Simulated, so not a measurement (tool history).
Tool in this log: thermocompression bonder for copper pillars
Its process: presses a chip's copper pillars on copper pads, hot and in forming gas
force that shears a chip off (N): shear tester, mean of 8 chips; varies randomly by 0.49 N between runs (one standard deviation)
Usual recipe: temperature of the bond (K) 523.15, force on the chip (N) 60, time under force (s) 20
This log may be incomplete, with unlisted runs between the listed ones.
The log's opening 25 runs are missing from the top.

| run | hour | temperature of the bond (K) | force on the chip (N) | time under force (s) | force that shears a chip off (N) |
|---|---|---|---|---|---|
| 26 | 168.6 | 542.15 | 82 | 57 | 151.7 |
| 27 | 174.2 | 523.15 | 60 | 50 | 128.0 |
| 28 | 179.0 | 523.15 | 60 | 50 | 128.3 |
| 29 | 187.2 | 523.15 | 77 | 12 | 101.2 |
| 30 | 193.9 | 516.15 | 55 | 20 | 93.7 |
| 31 | 202.1 | 547.15 | 37 | 20 | 97.1 |
| 32 | 208.2 | 547.15 | 40 | 15 | 92.8 |
| 33 | 216.3 | 545.15 | 60 | 33 | 132.2 |
| 34 | 222.8 | 545.15 | 60 | 33 | 133.9 |
| 35 | 228.5 | 545.15 | 60 | 33 | 132.5 |
| 36 | 237.8 | 552.15 | 60 | 38 | 139.1 |
| 37 | 243.6 | 495.15 | 60 | 38 | 97.2 |
| 38 | 248.5 | 495.15 | 60 | 38 | 96.3 |
| 39 | 258.3 | 495.15 | 60 | 24 | 83.7 |

Predict each of these 3 candidate next runs independently; none follows another, all start after run 39:
| A | 265.5 | 516.15 | 60 | 12 | ? |
| B | 265.5 | 517.15 | 60 | 20 | ? |
| C | 265.5 | 495.15 | 60 | 22 | ? |

| run | force that shears a chip off (N) |
|---|---|
| A | 82.1 |
| B | 98.3 |
| C | 81.7 |
What these runs would have given with no unlogged condition in the tool:
| run | force that shears a chip off (N) |
|---|---|
| A | 79.3 |
| B | 95.5 |
| C | 78.8 |

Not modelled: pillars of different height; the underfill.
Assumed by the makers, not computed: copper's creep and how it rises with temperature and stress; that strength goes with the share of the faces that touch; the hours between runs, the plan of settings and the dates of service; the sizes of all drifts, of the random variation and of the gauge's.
